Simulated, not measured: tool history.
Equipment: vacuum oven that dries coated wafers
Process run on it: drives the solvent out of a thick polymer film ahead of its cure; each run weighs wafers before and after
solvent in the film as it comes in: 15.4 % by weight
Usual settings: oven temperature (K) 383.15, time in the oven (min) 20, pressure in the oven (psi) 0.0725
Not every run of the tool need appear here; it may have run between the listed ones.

run,hour,oven temperature (K),time in the oven (min),pressure in the oven (psi),solvent left in the film (%)
1,0,383.15,20,0.0725,1.1
2,6.3,379.15,20,0.0725,1.53
3,16.3,379.15,20,0.0725,1.55
4,27.9,379.15,20,0.0725,1.59
5,36.8,383.15,20,0.0725,1.18
6,47.9,383.15,31,0.0725,0.4
7,56.4,397.15,20,0.0725,0.34
8,66.4,397.15,20,0.0725,0.34
9,75.9,383.15,20,0.0725,1.07
10,81.3,383.15,28,0.0725,0.54
11,90.4,383.15,28,0.0725,0.61
12,97.5,383.15,20,0.0387,1.1
13,103.1,396.15,20,0.0725,0.44
14,112.1,383.15,20,0.0725,1.11
15,123.6,383.15,20,0.0725,1.09
16,131.3,383.15,20,0.0725,1.15
17,136.5,383.15,20,0.0725,1.13
18,141.9,383.15,20,0.0725,1.1
19,148.8,368.15,20,0.1411,3.41
20,156.9,368.15,20,0.1411,3.47
21,163.4,379.15,21,0.14,1.57
22,170.6,379.15,34,0.14,0.86
23,182.8,379.15,34,0.14,0.76
24,192.1,379.15,34,0.1841,0.97
25,203.7,379.15,34,0.0483,0.52
26,210.6,383.15,24,0.0725,0.75
27,218.6,383.15,24,0.0725,0.75
28,223.7,383.15,25,0.0725,0.73
29,228.8,383.15,25,0.0725,0.71
30,240.6,375.15,14,0.0844,3.48

Each row is a separate what-if for the run after 30, all from the same tool condition, not one after another. Results?
A,248.1,376.15,18,0.0844,?
B,248.1,393.15,29,0.2283,?
C,248.1,383.15,20,0.0461,?

run,solvent left in the film (%)
A,2.35
B,0.57
C,1.03
Take away the tool's hidden state, keep each run's random variation, and the runs would have read:
run,solvent left in the film (%)
A,2.35
B,0.57
C,1.03
